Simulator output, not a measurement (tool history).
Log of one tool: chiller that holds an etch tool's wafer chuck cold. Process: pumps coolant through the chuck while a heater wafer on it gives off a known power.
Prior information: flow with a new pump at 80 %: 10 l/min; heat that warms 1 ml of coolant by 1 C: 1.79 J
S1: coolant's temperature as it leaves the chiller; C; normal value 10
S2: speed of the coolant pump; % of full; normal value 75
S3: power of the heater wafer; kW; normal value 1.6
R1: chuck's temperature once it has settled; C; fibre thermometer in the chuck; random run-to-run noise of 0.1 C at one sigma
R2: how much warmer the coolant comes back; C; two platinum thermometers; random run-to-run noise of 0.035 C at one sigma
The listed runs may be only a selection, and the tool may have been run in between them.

run 1 hour=0 | S1=10 S2=75 S3=1.6 | R1=30.1 R2=5.83
run 2 hour=46.3 | S1=10 S2=75 S3=1.6 | R1=30 R2=5.79
run 3 hour=79 | S1=10 S2=75 S3=1.6 | R1=30.1 R2=5.85
run 4 hour=134 | S1=10 S2=75 S3=1.6 | R1=30.1 R2=5.85
run 5 hour=184.6 | S1=10 S2=75 S3=1.6 | R1=30.1 R2=5.79
run 6 hour=226.2 | S1=10 S2=75 S3=1.6 | R1=29.9 R2=5.75
run 7 hour=266.6 | S1=2 S2=75 S3=1.6 | R1=22.2 R2=5.85
run 8 hour=308.4 | S1=2 S2=75 S3=1.6 | R1=22.3 R2=5.77
run 9 hour=352.6 | S1=2 S2=75 S3=1.6 | R1=22.2 R2=5.82
run 10 hour=385.7 | S1=3 S2=75 S3=1.6 | R1=23.3 R2=5.81
-- hour=389.5 chiller's thermometer calibrated
run 11 hour=447 | S1=3 S2=75 S3=1.6 | R1=22.7 R2=5.83
run 12 hour=489.4 | S1=3 S2=75 S3=1.6 | R1=22.5 R2=5.87
run 13 hour=523.8 | S1=3 S2=75 S3=1.6 | R1=22.7 R2=5.84
run 14 hour=569.2 | S1=10 S2=75 S3=1.6 | R1=29.7 R2=5.78
run 15 hour=597.1 | S1=10 S2=75 S3=1.6 | R1=29.9 R2=5.83
run 16 hour=622.1 | S1=10 S2=75 S3=1.6 | R1=29.8 R2=5.83
run 17 hour=668.3 | S1=11 S2=66 S3=0.992 | R1=24.6 R2=4.13
run 18 hour=719.6 | S1=8 S2=66 S3=2.029 | R1=35.9 R2=8.38
run 19 hour=754.7 | S1=2 S2=99 S3=1.6 | R1=18 R2=4.45
run 20 hour=810.7 | S1=10 S2=73 S3=1.6 | R1=30.5 R2=6.04
run 21 hour=861.8 | S1=10 S2=73 S3=1.705 | R1=31.8 R2=6.43
run 22 hour=894.2 | S1=11 S2=75 S3=0.877 | R1=22 R2=3.22
run 23 hour=920.5 | S1=11 S2=75 S3=0.877 | R1=22.1 R2=3.18
run 24 hour=963.6 | S1=11 S2=75 S3=0.877 | R1=22.1 R2=3.21
run 25 hour=1005.1 | S1=11 S2=94 S3=1.257 | R1=24.3 R2=3.72
run 26 hour=1055.3 | S1=19 S2=85 S3=1.035 | R1=30.9 R2=3.4
run 27 hour=1089.5 | S1=19 S2=85 S3=1.035 | R1=30.9 R2=3.39
run 28 hour=1134.4 | S1=19 S2=63 S3=1.035 | R1=34 R2=4.53
run 29 hour=1170.1 | S1=11 S2=64 S3=1.314 | R1=29.9 R2=5.69
run 30 hour=1194.4 | S1=11 S2=64 S3=1.314 | R1=29.9 R2=5.6
run 31 hour=1230.2 | S1=11 S2=64 S3=1.314 | R1=29.9 R2=5.65
run 32 hour=1273.5 | S1=4 S2=64 S3=1.314 | R1=22.8 R2=5.67

Consider 3 possible next runs. They are alternatives, not a sequence: every one starts from the tool as it was left by run 32. What does each give?
run A hour=1309.4 | S1=6 S2=64 S3=1.6 | R1=? R2=?
run B hour=1309.4 | S1=1 S2=75 S3=1.6 | R1=? R2=?
run C hour=1309.4 | S1=15 S2=83 S3=0.956 | R1=? R2=?

run=A R1=29 R2=6.85
run=B R1=21.4 R2=5.94
run=C R1=26.2 R2=3.23
Stripped of hidden state, with their random variation kept, the same runs would have yielded:
run=A R1=27.4 R2=6.61
run=B R1=20 R2=5.73
run=C R1=25.4 R2=3.12
